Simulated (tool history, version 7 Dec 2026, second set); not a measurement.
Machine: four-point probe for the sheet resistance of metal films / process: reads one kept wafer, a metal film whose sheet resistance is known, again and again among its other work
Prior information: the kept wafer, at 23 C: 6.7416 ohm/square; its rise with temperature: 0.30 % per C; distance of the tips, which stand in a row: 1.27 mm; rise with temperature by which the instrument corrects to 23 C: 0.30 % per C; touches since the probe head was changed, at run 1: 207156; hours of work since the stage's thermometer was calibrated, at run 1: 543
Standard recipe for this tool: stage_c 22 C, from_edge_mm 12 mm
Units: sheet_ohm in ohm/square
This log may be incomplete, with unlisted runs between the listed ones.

run	hour	stage_c	from_edge_mm	touches since the probe head was changed	hours of work since the stage's thermometer was calibrated	sheet_ohm
1	0.0	22	12	207156	543	6.831928
2	80.9	22	12	211662	595	6.835053
3	217.1	22	12	219252	682	6.837611
4	294.3	22	12	223552	731	6.840864
5	385.2	22	12	228617	789	6.845708
6	448.4	22	12	232134	829	6.841225
7	540.7	22	12	237280	889	6.845317
# hour 629.1: new probe head fitted
8	654.0	22	12	1391	960	6.805020
9	719.2	22	12	5021	1002	6.804631
10	800.3	22	12	9540	1054	6.806998
11	926.3	20	12	16558	1134	6.810022
12	1064.2	19	12	24240	1223	6.814766
13	1197.1	25	12	31648	1308	6.817646
14	1257.3	22	12	35001	1346	6.817927
# hour 1265.0: stage's thermometer calibrated
15	1340.5	22	12	39608	48	6.822754
16	1406.8	22	12	43299	91	6.824210
17	1517.9	22	12	49491	162	6.827242
18	1613.6	20	12	54821	223	6.830127
19	1734.3	20	12	61547	300	6.830626
20	1832.3	20	12	67003	363	6.831238
21	1926.1	20	12	72230	423	6.833649
# hour 2012.3: stage's thermometer calibrated, once more
22	2036.3	22	11	78343	15	6.826516
23	2157.8	22	11	85113	93	6.830971
24	2242.4	34	44	89824	147	6.786479
25	2369.1	22	21	96883	228	6.801451
26	2449.9	19	3	101382	280	7.382918
27	2585.9	20	51	108958	367	6.793118
28	2706.3	20	51	115669	444	6.796078
29	2781.6	28	5	119864	492	7.022903
30	2875.0	28	5	125068	552	7.026864
31	2932.8	31	26	128284	588	6.808572
32	3040.5	31	26	134287	657	6.810531
33	3160.2	31	26	140954	734	6.810600
34	3257.0	20	12	146350	796	6.845554
35	3356.1	25	17	151866	859	6.826607
36	3411.7	35	6	154965	895	6.969849
37	3534.3	27	14	161798	973	6.841288

Selected run-to-run steps in sheet_ohm, each split into two signed amounts: the part the tool would show with no hidden state at all (from settings, incoming material and random variation), and the remainder, which goes to the hidden state together with any gauge scatter not common to the measured and the hidden-state-free results:
What the log doesn't record here: inner tips' distance over the nominal, %; tips' flats over new ones', %; wafer's true temperature over the reading, C; drift of the gauge itself on sheet_ohm, %.
Run 7 -> 8: new probe head fitted. sheet_ohm -0.040297 ohm/square: hidden state -0.039494, all else -0.000803.
Run 21 -> 22: stage_c 20 -> 22, from_edge_mm 12 -> 11, stage's thermometer calibrated, once more. sheet_ohm -0.007133 ohm/square: hidden state -0.012612, all else +0.005479.
Run 25 -> 26: stage_c 22 -> 19, from_edge_mm 21 -> 3. sheet_ohm +0.581467 ohm/square: hidden state +0.005399, all else +0.576068.
Run 26 -> 27: stage_c 19 -> 20, from_edge_mm 3 -> 51. sheet_ohm -0.589800 ohm/square: hidden state -0.001174, all else -0.588626.
Run 28 -> 29: stage_c 20 -> 28, from_edge_mm 51 -> 5. sheet_ohm +0.226825 ohm/square: hidden state +0.003076, all else +0.223749.
